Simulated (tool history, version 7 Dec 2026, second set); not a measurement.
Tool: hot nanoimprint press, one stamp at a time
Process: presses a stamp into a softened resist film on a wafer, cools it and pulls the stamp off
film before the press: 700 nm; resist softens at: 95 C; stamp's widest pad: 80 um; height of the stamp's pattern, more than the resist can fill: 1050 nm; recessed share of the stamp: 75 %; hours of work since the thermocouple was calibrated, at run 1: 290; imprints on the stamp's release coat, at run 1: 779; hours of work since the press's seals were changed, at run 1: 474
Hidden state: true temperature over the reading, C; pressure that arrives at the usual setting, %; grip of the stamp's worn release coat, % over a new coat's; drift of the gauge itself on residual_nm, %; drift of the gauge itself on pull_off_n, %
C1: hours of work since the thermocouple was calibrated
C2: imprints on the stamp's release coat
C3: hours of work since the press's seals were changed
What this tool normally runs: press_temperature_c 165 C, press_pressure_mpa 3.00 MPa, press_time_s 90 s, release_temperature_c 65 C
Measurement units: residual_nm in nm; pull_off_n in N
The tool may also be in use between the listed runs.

Run 1, hour 0.0: usual settings; C1 290; C2 779; C3 474. Result: residual_nm 348.8 nm, pull_off_n 208 N.
Run 2, hour 60.9: usual settings; C1 315; C2 876; C3 500. Result: residual_nm 350.0 nm, pull_off_n 218 N.
Run 3, hour 130.3: usual settings; C1 344; C2 986; C3 529. Result: residual_nm 346.3 nm, pull_off_n 217 N.
Run 4, hour 189.0: usual settings but press_time_s 55 s; C1 369; C2 1080; C3 553. Result: residual_nm 411.8 nm, pull_off_n 223 N.
Run 5, hour 245.7: usual settings but press_temperature_c 161 C; C1 393; C2 1170; C3 577. Result: residual_nm 393.1 nm, pull_off_n 232 N.
Run 6, hour 292.3: usual settings but release_temperature_c 54 C; C1 412; C2 1244; C3 596. Result: residual_nm 347.9 nm, pull_off_n 280 N.
Run 7, hour 332.7: usual settings but press_time_s 95 s, release_temperature_c 54 C; C1 429; C2 1308; C3 613. Result: residual_nm 338.4 nm, pull_off_n 275 N.
Run 8, hour 372.2: usual settings but press_time_s 95 s, release_temperature_c 54 C; C1 445; C2 1371; C3 630. Result: residual_nm 338.7 nm, pull_off_n 283 N.
At hour 380.3: plate thermocouple calibrated.
Run 9, hour 431.7: usual settings; C1 21; C2 1461; C3 654. Result: residual_nm 339.5 nm, pull_off_n 245 N.
Run 10, hour 480.5: usual settings; C1 42; C2 1539; C3 674. Result: residual_nm 341.2 nm, pull_off_n 240 N.
Run 11, hour 524.4: usual settings; C1 60; C2 1608; C3 692. Result: residual_nm 337.1 nm, pull_off_n 252 N.
Run 12, hour 566.2: usual settings; C1 78; C2 1675; C3 710. Result: residual_nm 335.1 nm, pull_off_n 253 N.
At hour 603.2: plate thermocouple calibrated, once more.
Run 13, hour 622.7: usual settings; C1 8; C2 1760; C3 732. Result: residual_nm 365.3 nm, pull_off_n 265 N.
Run 14, hour 664.4: usual settings but press_time_s 96 s; C1 26; C2 1826; C3 750. Result: residual_nm 354.4 nm, pull_off_n 265 N.
Run 15, hour 704.2: usual settings; C1 42; C2 1889; C3 766. Result: residual_nm 365.4 nm, pull_off_n 277 N.
Run 16, hour 756.0: usual settings but press_temperature_c 163 C, release_temperature_c 69 C; C1 64; C2 1972; C3 788. Result: residual_nm 385.0 nm, pull_off_n 254 N.
At hour 801.1: stamp cleaned and given a new release coat.
Run 17, hour 811.1: usual settings but press_pressure_mpa 3.26 MPa, release_temperature_c 51 C; C1 85; C2 16; C3 809. Result: residual_nm 349.2 nm, pull_off_n 208 N.
At hour 851.4: press's hydraulic seals changed and the load cell set to zero.
Run 18, hour 876.1: usual settings but press_temperature_c 174 C, press_pressure_mpa 2.12 MPa, press_time_s 50 s, release_temperature_c 60 C; C1 108; C2 106; C3 10. Result: residual_nm 386.3 nm, pull_off_n 191 N.
Run 19, hour 922.8: usual settings but press_temperature_c 160 C, press_pressure_mpa 4.05 MPa, press_time_s 163 s, release_temperature_c 50 C; C1 128; C2 181; C3 30. Result: residual_nm 303.7 nm, pull_off_n 217 N.
Run 20, hour 997.6: usual settings but press_temperature_c 173 C, press_pressure_mpa 4.25 MPa, press_time_s 72 s, release_temperature_c 57 C; C1 159; C2 300; C3 61. Result: residual_nm 257.0 nm, pull_off_n 214 N.
Run 21, hour 1058.8: usual settings but press_temperature_c 173 C, press_pressure_mpa 4.25 MPa, press_time_s 72 s, release_temperature_c 57 C; C1 185; C2 397; C3 87. Result: residual_nm 256.8 nm, pull_off_n 212 N.
Run 22, hour 1091.6: usual settings but press_temperature_c 173 C, press_pressure_mpa 4.11 MPa, press_time_s 72 s, release_temperature_c 57 C; C1 199; C2 449; C3 101. Result: residual_nm 259.4 nm, pull_off_n 219 N.
Run 23, hour 1158.3: usual settings but press_temperature_c 173 C, press_pressure_mpa 4.11 MPa, press_time_s 72 s, release_temperature_c 57 C; C1 227; C2 555; C3 128. Result: residual_nm 259.3 nm, pull_off_n 220 N.
Run 24, hour 1214.0: usual settings but press_time_s 159 s, release_temperature_c 67 C; C1 250; C2 644; C3 152. Result: residual_nm 284.3 nm, pull_off_n 205 N.
Run 25, hour 1250.8: usual settings but press_time_s 112 s, release_temperature_c 56 C; C1 265; C2 702; C3 167. Result: residual_nm 327.5 nm, pull_off_n 230 N.
Run 26, hour 1325.3: usual settings but press_temperature_c 158 C; C1 296; C2 821; C3 198. Result: residual_nm 438.3 nm, pull_off_n 212 N.
Run 27, hour 1388.4: usual settings but press_temperature_c 158 C, press_time_s 136 s; C1 323; C2 921; C3 225. Result: residual_nm 385.6 nm, pull_off_n 218 N.
Run 28, hour 1434.4: usual settings but press_temperature_c 158 C, press_time_s 136 s; C1 342; C2 994; C3 244. Result: residual_nm 382.4 nm, pull_off_n 220 N.
Run 29, hour 1480.8: usual settings but press_temperature_c 155 C, press_time_s 136 s; C1 362; C2 1068; C3 263. Result: residual_nm 420.6 nm, pull_off_n 228 N.

Same runs, no hidden state in the tool, same run-to-run variation:
run  residual_nm  pull_off_n
  1        361.6         169
  2        363.7         174
  3        360.8         168
  4        427.5         170
  5        410.7         173
  6        364.8         204
  7        355.6         198
  8        356.5         201
  9        361.8         171
 10        364.3         165
 11        360.4         171
 12        359.0         169
 13        363.0         169
 14        352.7         166
 15        364.2         172
 16        384.5         155
 17        349.2         207
 18        389.2         186
 19        307.5         207
 20        260.4         197
 21        260.8         190
 22        263.8         193
 23        264.3         189
 24        291.3         173
 25        335.5         190
 26        448.7         171
 27        397.2         171
 28        394.8         170
 29        434.3         173
